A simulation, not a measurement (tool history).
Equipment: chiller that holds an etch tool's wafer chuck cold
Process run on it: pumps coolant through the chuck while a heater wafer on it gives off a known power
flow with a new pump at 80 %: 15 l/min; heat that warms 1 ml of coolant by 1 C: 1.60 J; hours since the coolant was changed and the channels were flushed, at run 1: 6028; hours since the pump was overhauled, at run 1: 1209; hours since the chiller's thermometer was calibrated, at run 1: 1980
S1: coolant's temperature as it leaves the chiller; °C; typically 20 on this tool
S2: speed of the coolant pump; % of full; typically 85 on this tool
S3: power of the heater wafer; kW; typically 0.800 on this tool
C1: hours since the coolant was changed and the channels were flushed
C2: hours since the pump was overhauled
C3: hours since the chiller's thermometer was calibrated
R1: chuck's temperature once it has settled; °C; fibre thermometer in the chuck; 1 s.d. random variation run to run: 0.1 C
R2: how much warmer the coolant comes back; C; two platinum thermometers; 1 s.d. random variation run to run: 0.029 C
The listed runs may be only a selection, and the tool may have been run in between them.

run	hour	S1	S2	S3	C1	C2	C3	R1	R2
1	0.0	20	85	0.800	6028	1209	1980	27.0	1.84
2	37.7	20	85	0.800	6066	1247	2018	27.2	1.84
3	59.2	20	85	0.800	6088	1268	2039	27.2	1.82
4	94.0	22	85	0.800	6122	1303	2074	29.1	1.81
5	116.9	22	85	0.800	6145	1326	2097	29.1	1.81
6	149.4	22	85	0.800	6178	1358	2129	29.3	1.81
# hour 181.8: chiller's thermometer calibrated
7	193.0	22	74	0.800	6220	1401	11	29.6	2.11
8	224.3	20	85	0.800	6252	1432	43	27.2	1.84
9	253.0	20	85	0.800	6280	1461	71	27.3	1.77
10	295.8	20	85	0.800	6323	1504	114	27.2	1.81
11	316.2	20	85	0.800	6344	1524	134	27.2	1.79
12	345.6	23	85	0.800	6373	1554	164	30.1	1.77
13	373.7	23	85	0.800	6401	1582	192	30.2	1.77
14	404.9	23	85	0.462	6432	1613	223	27.2	0.92
15	434.3	20	80	0.800	6462	1642	253	27.3	1.90
16	454.8	20	80	0.800	6482	1663	273	27.5	1.86

Run 17 comes next. What will it give?
17	493.0	29	87	0.418	6520	1701	311	?	?

Run 17 produced R1 32.8 °C, R2 0.81 C.
On a tool with no hidden condition, and with the same random variation, this run would have come out at R1 32.8 °C, R2 0.95 C.
